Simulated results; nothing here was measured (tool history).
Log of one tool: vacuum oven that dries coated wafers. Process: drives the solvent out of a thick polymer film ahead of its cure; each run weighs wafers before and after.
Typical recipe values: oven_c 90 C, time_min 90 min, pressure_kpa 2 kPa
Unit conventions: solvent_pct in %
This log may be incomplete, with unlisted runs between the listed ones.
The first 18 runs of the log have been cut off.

| run | hour | oven_c | time_min | pressure_kpa | solvent_pct |
|---|---|---|---|---|---|
| 19 | 1274 | 90 | 90 | 2 | 1.57 |
| 20 | 1344.6 | 90 | 90 | 2 | 1.57 |
| 21 | 1387.4 | 90 | 90 | 2 | 1.52 |
| 22 | 1477.4 | 76 | 58 | 1.6 | 5.24 |
| 23 | 1555 | 90 | 85 | 2 | 1.64 |
| 24 | 1607.1 | 102 | 54 | 4.61 | 1.75 |
| 25 | 1687.9 | 99 | 54 | 2.29 | 1.61 |
| 26 | 1758.5 | 90 | 54 | 2 | 2.89 |
| 27 | 1812.5 | 88 | 113 | 5.52 | 2.56 |

Run 28 has not been measured yet. What should we expect?
| 28 | 1875.3 | 88 | 113 | 5.52 | ? |

solvent_pct: 2.5 %
With the hidden condition absent and the run-to-run variation left alone, this run would have shown solvent_pct 2.56 %.
